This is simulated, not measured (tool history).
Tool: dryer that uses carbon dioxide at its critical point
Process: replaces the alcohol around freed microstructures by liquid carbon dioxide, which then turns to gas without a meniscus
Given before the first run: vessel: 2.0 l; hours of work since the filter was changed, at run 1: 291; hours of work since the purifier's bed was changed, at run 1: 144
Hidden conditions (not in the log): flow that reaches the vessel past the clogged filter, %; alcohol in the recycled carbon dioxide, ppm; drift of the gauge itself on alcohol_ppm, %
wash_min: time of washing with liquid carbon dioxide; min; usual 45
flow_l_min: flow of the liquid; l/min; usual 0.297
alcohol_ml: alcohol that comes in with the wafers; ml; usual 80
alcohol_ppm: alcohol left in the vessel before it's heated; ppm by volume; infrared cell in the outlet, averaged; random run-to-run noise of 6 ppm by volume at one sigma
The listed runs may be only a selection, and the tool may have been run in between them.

run   hour  wash_min  flow_l_min  alcohol_ml  hours of work since the filter was changed  hours of work since the purifier's bed was changed  alcohol_ppm
  1    0.0        45       0.297          80                                         291                                                 144          468
  2   11.5        45       0.297          80                                         295                                                 148          482
  3   29.0        45       0.297          80                                         301                                                 154          485
  4   50.1        45       0.297          80                                         309                                                 161          511
  5   68.1        45       0.297          25                                         315                                                 167          190
  6   89.5        45       0.297          25                                         322                                                 175          197
  7  101.1        45       0.297          25                                         326                                                 179          202
  8  113.2        45       0.297          25                                         330                                                 183          200
  9  131.4        45       0.297          80                                         336                                                 189          542
 10  143.6        45       0.453          80                                         341                                                 193           88
 11  153.3        44       0.297          80                                         344                                                 196          600
 12  171.0        44       0.297          80                                         350                                                 202          601
 13  186.7        44       0.393          80                                         355                                                 208          187
 14  198.0        44       0.393          80                                         359                                                 212          174
 15  211.2        44       0.393          80                                         364                                                 216          190
     221.9  -- inlet filter changed
 16  232.3        53       0.297          89                                           4                                                 223          158
 17  251.6        53       0.284          91                                          10                                                 230          188
 18  269.6        53       0.284          37                                          16                                                 236          129
 19  290.6        45       0.209          60                                          23                                                 243          939
 20  307.9        45       0.209          60                                          29                                                 249          927
 21  329.2        45       0.209          60                                          37                                                 256          977
 22  343.5        29       0.256          34                                          42                                                 261         1109
 23  359.7        50       0.462          34                                          47                                                 267           71
 24  378.8        45       0.455          80                                          54                                                 273           95
 25  394.1        45       0.455          80                                          59                                                 278           87
 26  405.1        58       0.297          23                                          63                                                 282           89
 27  423.5        58       0.297          23                                          69                                                 288           88

Selected run-to-run steps in alcohol_ppm, each split into two signed amounts: the part the tool would show with no hidden state at all (from settings, incoming material and random variation), and the remainder, which goes to the hidden state together with any gauge scatter not common to the measured and the hidden-state-free results:
Run 9 -> 10: flow_l_min 0.297 -> 0.453. alcohol_ppm -454 ppm by volume: hidden state -237, all else -217.
Run 10 -> 11: wash_min 45 -> 44, flow_l_min 0.453 -> 0.297. alcohol_ppm +512 ppm by volume: hidden state +274, all else +238.
Run 18 -> 19: wash_min 53 -> 45, flow_l_min 0.284 -> 0.209, alcohol_ml 37 -> 60. alcohol_ppm +810 ppm by volume: hidden state +49, all else +761.
Run 22 -> 23: wash_min 29 -> 50, flow_l_min 0.256 -> 0.462. alcohol_ppm -1038 ppm by volume: hidden state -74, all else -964.
